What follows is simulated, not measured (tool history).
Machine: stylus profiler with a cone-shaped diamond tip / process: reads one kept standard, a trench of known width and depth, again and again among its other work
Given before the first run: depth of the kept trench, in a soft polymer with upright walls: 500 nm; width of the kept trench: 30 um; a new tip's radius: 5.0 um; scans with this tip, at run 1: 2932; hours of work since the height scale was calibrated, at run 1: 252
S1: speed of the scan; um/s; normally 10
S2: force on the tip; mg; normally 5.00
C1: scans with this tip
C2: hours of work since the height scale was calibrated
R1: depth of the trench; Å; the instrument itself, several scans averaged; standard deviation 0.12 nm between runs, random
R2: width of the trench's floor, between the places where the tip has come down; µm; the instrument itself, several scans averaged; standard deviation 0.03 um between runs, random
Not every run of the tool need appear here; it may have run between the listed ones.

run,day,S1,S2,C1,C2,R1,R2
1,0.000,10,5.00,2932,252,5079.0,25.61
2,0.417,10,3.32,3006,259,5059.9,25.58
3,0.971,10,9.63,3104,267,5123.2,25.67
4,1.625,10,9.63,3220,277,5123.9,25.59
5,1.950,7,9.63,3278,282,5120.6,25.66
6,2.346,10,5.00,3348,288,5080.6,25.62
7,2.704,10,5.00,3412,294,5079.2,25.64
8,3.192,26,5.00,3499,301,5076.9,25.51
9,3.858,26,5.00,3617,311,5080.9,25.59
10,4.358,26,5.00,3706,319,5077.3,25.62
11,4.896,26,5.00,3802,327,5077.7,25.58
12,5.533,26,5.00,3915,337,5078.1,25.58
13,6.071,26,9.43,4011,345,5121.1,25.62
14,6.579,10,5.00,4100,353,5078.9,25.61
15,6.942,22,6.06,4165,358,5087.5,25.56
16,7.404,14,5.00,4247,365,5079.4,25.62
17,7.788,10,2.04,4315,371,5044.3,25.59
18,8.092,10,2.04,4370,376,5043.4,25.59
19,8.429,10,2.04,4430,381,5043.7,25.59
20,8.842,27,8.66,4503,387,5112.2,25.61
21,9.454,4,7.15,4611,397,5099.6,25.65
22,9.983,2,2.48,4706,405,5047.6,25.61
23,10.621,30,1.80,4819,415,5040.3,25.48
24,11.175,21,7.09,4918,423,5098.7,25.62
25,11.729,21,7.09,5016,432,5100.2,25.57
26,12.271,10,3.52,5112,440,5061.3,25.59
27,12.692,10,14.26,5187,446,5157.5,25.66

Alternative continuations, all from the tool just after run 27; predict every row:
A,13.008,20,2.78,5243,451,?,?
B,13.008,4,7.40,5243,451,?,?
C,13.008,16,3.61,5243,451,?,?

run,R1,R2
A,5052.7,25.57
B,5101.6,25.64
C,5061.4,25.54
With no hidden state in the tool, these same runs would have given:
run,R1,R2
A,5052.7,25.58
B,5101.6,25.64
C,5061.5,25.54
